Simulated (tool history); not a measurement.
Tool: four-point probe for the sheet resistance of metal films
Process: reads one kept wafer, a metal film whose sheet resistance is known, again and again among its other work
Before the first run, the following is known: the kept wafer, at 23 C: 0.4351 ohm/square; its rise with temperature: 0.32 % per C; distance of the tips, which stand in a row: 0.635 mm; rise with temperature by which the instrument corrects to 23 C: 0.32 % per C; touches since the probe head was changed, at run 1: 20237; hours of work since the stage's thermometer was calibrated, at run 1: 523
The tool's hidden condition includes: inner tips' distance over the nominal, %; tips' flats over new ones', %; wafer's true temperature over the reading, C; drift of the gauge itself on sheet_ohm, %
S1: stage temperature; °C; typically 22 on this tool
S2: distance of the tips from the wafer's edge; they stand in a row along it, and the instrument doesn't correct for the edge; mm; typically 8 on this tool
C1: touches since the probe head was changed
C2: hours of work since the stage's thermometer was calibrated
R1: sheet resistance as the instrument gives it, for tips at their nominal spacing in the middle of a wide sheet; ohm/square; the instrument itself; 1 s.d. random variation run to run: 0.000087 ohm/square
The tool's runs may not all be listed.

run 1 day=0 | S1=22 S2=8 | C1=20237 C2=523 | R1=0.437193
run 2 day=1.471 | S1=22 S2=8 | C1=21529 C2=538 | R1=0.437518
run 3 day=3.454 | S1=22 S2=8 | C1=23271 C2=559 | R1=0.43696
run 4 day=5.433 | S1=22 S2=8 | C1=25006 C2=579 | R1=0.437119
run 5 day=7.762 | S1=22 S2=8 | C1=27050 C2=603 | R1=0.437074
run 6 day=9.617 | S1=22 S2=8 | C1=28679 C2=623 | R1=0.436836
run 7 day=10.788 | S1=22 S2=8 | C1=29708 C2=635 | R1=0.436872
run 8 day=12.379 | S1=22 S2=8 | C1=31103 C2=651 | R1=0.436834
run 9 day=15.279 | S1=34 S2=8 | C1=33651 C2=681 | R1=0.43648
run 10 day=17.3 | S1=34 S2=8 | C1=35424 C2=702 | R1=0.436478
run 11 day=19.075 | S1=21 S2=8 | C1=36981 C2=721 | R1=0.436797
run 12 day=21.054 | S1=21 S2=8 | C1=38721 C2=741 | R1=0.436608
run 13 day=23.504 | S1=22 S2=8 | C1=40871 C2=767 | R1=0.436573
run 14 day=25.429 | S1=22 S2=8 | C1=42558 C2=787 | R1=0.436389
run 15 day=27.358 | S1=28 S2=8 | C1=44254 C2=807 | R1=0.436312
run 16 day=29.904 | S1=22 S2=20 | C1=46488 C2=833 | R1=0.435107
run 17 day=31.992 | S1=22 S2=20 | C1=48319 C2=855 | R1=0.434948
run 18 day=33.671 | S1=22 S2=68 | C1=49796 C2=872 | R1=0.434801
run 19 day=34.85 | S1=22 S2=68 | C1=50830 C2=884 | R1=0.434728
run 20 day=36.042 | S1=33 S2=73 | C1=51877 C2=897 | R1=0.434344
run 21 day=38.408 | S1=25 S2=37 | C1=53954 C2=921 | R1=0.434578
run 22 day=40.275 | S1=28 S2=5 | C1=55590 C2=940 | R1=0.438188
run 23 day=43.1 | S1=21 S2=29 | C1=58071 C2=970 | R1=0.434576
run 24 day=44.871 | S1=24 S2=21 | C1=59626 C2=988 | R1=0.434469
run 25 day=46.283 | S1=31 S2=72 | C1=60866 C2=1003 | R1=0.434118
run 26 day=48.317 | S1=25 S2=4 | C1=62653 C2=1024 | R1=0.440062
run 27 day=50.033 | S1=25 S2=4 | C1=64160 C2=1042 | R1=0.440034
run 28 day=51.688 | S1=25 S2=4 | C1=65610 C2=1059 | R1=0.439801
run 29 day=53.067 | S1=29 S2=40 | C1=66822 C2=1073 | R1=0.434058
-- day=54.546 new probe head fitted
run 30 day=54.7 | S1=31 S2=24 | C1=134 C2=1089 | R1=0.436758
run 31 day=57.125 | S1=28 S2=42 | C1=2262 C2=1115 | R1=0.43678
run 32 day=59.329 | S1=26 S2=53 | C1=4198 C2=1137 | R1=0.436793
run 33 day=62.05 | S1=26 S2=53 | C1=6587 C2=1166 | R1=0.436711
run 34 day=63.575 | S1=26 S2=53 | C1=7926 C2=1181 | R1=0.436708
run 35 day=65.567 | S1=22 S2=4 | C1=9673 C2=1202 | R1=0.44278

Consider 3 possible next runs. They are alternatives, not a sequence: every one starts from the tool as it was left by run 35. What does each give?
run A day=66.846 | S1=21 S2=18 | C1=10796 C2=1215 | R1=?
run B day=66.846 | S1=26 S2=69 | C1=10796 C2=1215 | R1=?
run C day=66.846 | S1=33 S2=3 | C1=10796 C2=1215 | R1=?

run=A R1=0.437097
run=B R1=0.436577
run=C R1=0.446849
Stripped of hidden state, with their random variation kept, the same runs would have yielded:
run=A R1=0.435531
run=B R1=0.435015
run=C R1=0.445257
